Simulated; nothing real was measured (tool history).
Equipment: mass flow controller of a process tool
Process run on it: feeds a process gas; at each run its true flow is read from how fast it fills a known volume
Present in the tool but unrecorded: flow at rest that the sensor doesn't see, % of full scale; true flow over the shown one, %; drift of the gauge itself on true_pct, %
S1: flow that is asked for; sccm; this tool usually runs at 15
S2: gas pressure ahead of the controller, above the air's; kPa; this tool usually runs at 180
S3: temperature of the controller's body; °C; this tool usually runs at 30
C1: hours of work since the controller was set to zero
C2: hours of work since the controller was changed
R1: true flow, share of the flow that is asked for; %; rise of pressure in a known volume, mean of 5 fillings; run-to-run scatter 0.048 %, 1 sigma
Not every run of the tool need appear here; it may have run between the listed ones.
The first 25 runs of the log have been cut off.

Run 26, hour 4808.4: usual settings but S1 8 sccm, S2 277 kPa, S3 34 °C; C1 662; C2 8101. Result: R1 97.29 %.
Run 27, hour 5032.2: usual settings but S1 8 sccm, S2 277 kPa, S3 34 °C; C1 828; C2 8267. Result: R1 97.31 %.
Run 28, hour 5185.8: usual settings but S1 8 sccm, S2 194 kPa, S3 22 °C; C1 943; C2 8382. Result: R1 97.59 %.
Run 29, hour 5338.0: usual settings but S1 28 sccm, S3 37 °C; C1 1056; C2 8495. Result: R1 97.30 %.
Run 30, hour 5480.7: usual settings but S1 28 sccm, S3 37 °C; C1 1162; C2 8601. Result: R1 97.33 %.
Run 31, hour 5643.2: usual settings but S1 28 sccm, S3 37 °C; C1 1283; C2 8722. Result: R1 97.25 %.
Run 32, hour 5841.0: usual settings but S2 150 kPa; C1 1430; C2 8869. Result: R1 97.07 %.
Run 33, hour 5964.0: usual settings but S2 150 kPa; C1 1522; C2 8961. Result: R1 97.06 %.
Run 34, hour 6170.2: usual settings but S1 13 sccm, S2 162 kPa, S3 23 °C; C1 1675; C2 9114. Result: R1 97.53 %.
Run 35, hour 6435.2: usual settings but S1 8 sccm, S2 166 kPa, S3 32 °C; C1 1872; C2 9311. Result: R1 97.20 %.
Run 36, hour 6567.5: usual settings but S1 24 sccm, S2 162 kPa, S3 21 °C; C1 1971; C2 9410. Result: R1 97.95 %.
Run 37, hour 6774.8: usual settings but S2 242 kPa; C1 2125; C2 9564. Result: R1 97.67 %.
Run 38, hour 6986.2: usual settings but S1 13 sccm, S2 220 kPa; C1 2282; C2 9721. Result: R1 97.53 %.
At hour 7037.9: controller exchanged for a calibrated one.
Run 39, hour 7222.6: usual settings but S1 13 sccm, S2 220 kPa; C1 137; C2 137. Result: R1 97.95 %.
Run 40, hour 7340.0: usual settings but S1 13 sccm, S2 220 kPa; C1 225; C2 225. Result: R1 97.89 %.
Run 41, hour 7472.3: usual settings but S1 9 sccm, S2 240 kPa; C1 323; C2 323. Result: R1 97.96 %.
Run 42, hour 7664.1: usual settings but S1 9 sccm, S2 240 kPa; C1 466; C2 466. Result: R1 97.96 %.
Run 43, hour 7922.9: usual settings but S1 29 sccm, S3 29 °C; C1 659; C2 659. Result: R1 98.57 %.
Run 44, hour 8033.7: usual settings but S1 6 sccm, S3 26 °C; C1 741; C2 741. Result: R1 98.09 %.
Run 45, hour 8259.5: usual settings but S1 6 sccm, S3 26 °C; C1 909; C2 909. Result: R1 98.20 %.
Run 46, hour 8500.6: usual settings but S1 11 sccm, S3 31 °C; C1 1088; C2 1088. Result: R1 97.72 %.
Run 47, hour 8637.3: usual settings but S1 11 sccm, S3 31 °C; C1 1190; C2 1190. Result: R1 97.81 %.

Consider 4 possible next runs. They are alternatives, not a sequence: every one starts from the tool as it was left by run 47. What does each give?
Run A, hour 8873.9: usual settings but S1 7 sccm, S2 189 kPa, S3 28 °C; C1 1366; C2 1366. Result: R1 ?.
Run B, hour 8873.9: usual settings but S1 7 sccm, S2 206 kPa, S3 35 °C; C1 1366; C2 1366. Result: R1 ?.
Run C, hour 8873.9: usual settings but S1 11 sccm, S2 148 kPa, S3 31 °C; C1 1366; C2 1366. Result: R1 ?.
Run D, hour 8873.9: usual settings but S1 20 sccm, S2 195 kPa, S3 38 °C; C1 1366; C2 1366. Result: R1 ?.

run     R1
  A  98.32
  B  97.95
  C  97.59
  D  97.83
Without the tool's unlogged condition, the same runs would have read:
run     R1
  A  97.34
  B  96.98
  C  97.04
  D  97.61
